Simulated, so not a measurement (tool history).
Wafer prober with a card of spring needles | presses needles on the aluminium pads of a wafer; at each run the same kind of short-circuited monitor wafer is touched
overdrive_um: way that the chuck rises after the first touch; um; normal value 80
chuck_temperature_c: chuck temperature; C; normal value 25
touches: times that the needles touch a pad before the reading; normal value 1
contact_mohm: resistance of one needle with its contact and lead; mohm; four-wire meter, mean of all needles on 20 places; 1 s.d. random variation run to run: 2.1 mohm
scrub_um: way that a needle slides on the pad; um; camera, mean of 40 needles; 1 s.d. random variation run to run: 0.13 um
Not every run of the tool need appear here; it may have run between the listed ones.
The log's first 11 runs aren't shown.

run,hour,overdrive_um,chuck_temperature_c,touches,contact_mohm,scrub_um
# hour 139.1: tips cleaned on abrasive film
# hour 148.6: tips cleaned on abrasive film
12,150.3,91,25,2,228,24.38
13,157.6,91,25,2,231,24.47
# hour 159.2: tips cleaned on abrasive film
# hour 168.8: tips cleaned on abrasive film
14,171.4,91,25,2,231,24.76
# hour 178.7: tips cleaned on abrasive film
# hour 188.6: tips cleaned on abrasive film
15,188.6,88,25,2,227,23.51
16,196.2,80,25,1,229,21.57
# hour 197.9: tips cleaned on abrasive film
17,204.6,80,25,1,231,21.70
# hour 207.2: tips cleaned on abrasive film
# hour 217.4: tips cleaned on abrasive film
18,217.4,80,25,1,232,21.59
# hour 227.2: tips cleaned on abrasive film
19,229.0,80,25,1,229,21.50
# hour 236.6: tips cleaned on abrasive film
20,237.9,80,34,1,230,21.45
# hour 246.0: tips cleaned on abrasive film
21,247.5,79,32,2,229,21.48
# hour 256.0: tips cleaned on abrasive film
22,264.4,100,46,2,229,27.01
# hour 266.0: tips cleaned on abrasive film
# hour 276.3: tips cleaned on abrasive film
23,277.9,80,44,2,232,21.45
# hour 286.1: tips cleaned on abrasive film
24,294.9,99,91,1,243,26.90
# hour 296.4: tips cleaned on abrasive film
# hour 306.4: tips cleaned on abrasive film
25,306.4,80,29,1,227,21.77
# hour 316.7: tips cleaned on abrasive film
26,321.8,80,31,1,231,21.83
# hour 326.4: tips cleaned on abrasive film
27,334.9,78,59,1,240,20.90
# hour 335.8: tips cleaned on abrasive film
# hour 346.1: tips cleaned on abrasive film
28,352.0,92,66,2,236,24.81
# hour 355.8: tips cleaned on abrasive film
# hour 359.7: height of the first contact set anew
# hour 366.7: tips cleaned on abrasive film
29,369.8,61,82,1,248,16.52
# hour 376.7: tips cleaned on abrasive film
30,381.2,75,25,3,233,20.12
# hour 386.5: tips cleaned on abrasive film
31,389.4,94,41,1,231,25.24
# hour 396.2: tips cleaned on abrasive film
32,399.1,66,37,1,233,17.87

Alternative continuations, all from the tool just after run 32; predict every row:
# hour 406.4: tips cleaned on abrasive film
A,413.0,80,92,2,?,?
# hour 406.4: tips cleaned on abrasive film
B,413.0,79,70,2,?,?
# hour 406.4: tips cleaned on abrasive film
C,413.0,99,61,2,?,?
# hour 406.4: tips cleaned on abrasive film
D,413.0,98,87,1,?,?

run,contact_mohm,scrub_um
A,246,21.49
B,241,21.21
C,233,26.74
D,245,26.41
Without the tool's hidden state the same runs would have given:
run,contact_mohm,scrub_um
A,246,21.49
B,241,21.21
C,233,26.74
D,245,26.41
